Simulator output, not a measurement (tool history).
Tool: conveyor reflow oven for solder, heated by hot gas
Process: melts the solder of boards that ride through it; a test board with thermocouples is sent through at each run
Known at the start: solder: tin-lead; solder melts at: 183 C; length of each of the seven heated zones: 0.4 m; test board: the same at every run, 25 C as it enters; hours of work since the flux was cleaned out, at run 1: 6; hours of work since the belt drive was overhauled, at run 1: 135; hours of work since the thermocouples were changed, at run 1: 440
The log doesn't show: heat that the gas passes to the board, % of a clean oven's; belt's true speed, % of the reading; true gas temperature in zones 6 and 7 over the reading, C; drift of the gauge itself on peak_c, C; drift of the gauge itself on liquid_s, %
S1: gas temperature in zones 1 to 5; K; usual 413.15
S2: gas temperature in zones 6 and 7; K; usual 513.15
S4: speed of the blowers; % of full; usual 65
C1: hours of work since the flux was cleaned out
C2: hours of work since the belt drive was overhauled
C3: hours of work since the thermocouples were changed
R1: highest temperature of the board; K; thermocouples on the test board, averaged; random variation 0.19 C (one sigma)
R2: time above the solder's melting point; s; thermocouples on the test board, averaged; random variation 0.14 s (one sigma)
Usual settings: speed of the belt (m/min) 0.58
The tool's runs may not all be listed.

run 1 hour=0 | S1=413.15 S2=513.15 speed_of_the_belt_(m/min)=0.58 S4=65 | C1=6 C2=135 C3=440 | R1=494.65 R2=66.1
run 2 hour=8.5 | S1=413.15 S2=518.15 speed_of_the_belt_(m/min)=0.58 S4=65 | C1=11 C2=140 C3=444 | R1=498.55 R2=69.1
run 3 hour=16.2 | S1=413.15 S2=518.15 speed_of_the_belt_(m/min)=0.58 S4=65 | C1=14 C2=144 C3=448 | R1=498.35 R2=69
run 4 hour=29.9 | S1=413.15 S2=513.15 speed_of_the_belt_(m/min)=0.643 S4=65 | C1=21 C2=150 C3=455 | R1=490.75 R2=56.4
run 5 hour=44.1 | S1=413.15 S2=513.15 speed_of_the_belt_(m/min)=0.58 S4=65 | C1=29 C2=158 C3=462 | R1=494.15 R2=65.8
run 6 hour=55.7 | S1=413.15 S2=513.15 speed_of_the_belt_(m/min)=0.536 S4=65 | C1=34 C2=163 C3=468 | R1=497.05 R2=73.6
run 7 hour=66.3 | S1=413.15 S2=513.15 speed_of_the_belt_(m/min)=0.515 S4=65 | C1=40 C2=169 C3=474 | R1=498.05 R2=77.9
run 8 hour=78.4 | S1=413.15 S2=513.15 speed_of_the_belt_(m/min)=0.515 S4=65 | C1=46 C2=175 C3=480 | R1=497.65 R2=77.8
run 9 hour=89.3 | S1=409.15 S2=516.15 speed_of_the_belt_(m/min)=0.661 S4=65 | C1=51 C2=180 C3=485 | R1=490.85 R2=53.4
-- hour=95.1 flux residue cleaned out of gas plates and filters
run 10 hour=101.9 | S1=424.15 S2=513.15 speed_of_the_belt_(m/min)=0.493 S4=65 | C1=3 C2=184 C3=489 | R1=500.35 R2=88.6
run 11 hour=108.4 | S1=424.15 S2=506.15 speed_of_the_belt_(m/min)=0.493 S4=65 | C1=7 C2=187 C3=492 | R1=493.95 R2=83.9
run 12 hour=120.9 | S1=408.15 S2=518.15 speed_of_the_belt_(m/min)=0.539 S4=69 | C1=13 C2=194 C3=499 | R1=500.95 R2=74.7
run 13 hour=127.2 | S1=413.15 S2=510.15 speed_of_the_belt_(m/min)=0.58 S4=59 | C1=16 C2=197 C3=502 | R1=489.75 R2=61.4
run 14 hour=136.8 | S1=413.15 S2=510.15 speed_of_the_belt_(m/min)=0.58 S4=59 | C1=21 C2=202 C3=507 | R1=489.05 R2=61.4
run 15 hour=148.9 | S1=413.15 S2=510.15 speed_of_the_belt_(m/min)=0.58 S4=59 | C1=27 C2=208 C3=513 | R1=489.05 R2=61.4

Run 16 comes next. What will it give?
-- hour=158.2 flux residue cleaned out of gas plates and filters, once more
run 16 hour=160.1 | S1=413.15 S2=510.15 speed_of_the_belt_(m/min)=0.58 S4=59 | C1=1 C2=211 C3=516 | R1=? R2=?

{"run 16": {"R1": 489.75, "R2": 61.9}}
Without the tool's hidden state the same run would have given R1 490.95 K, R2 62.7 s.
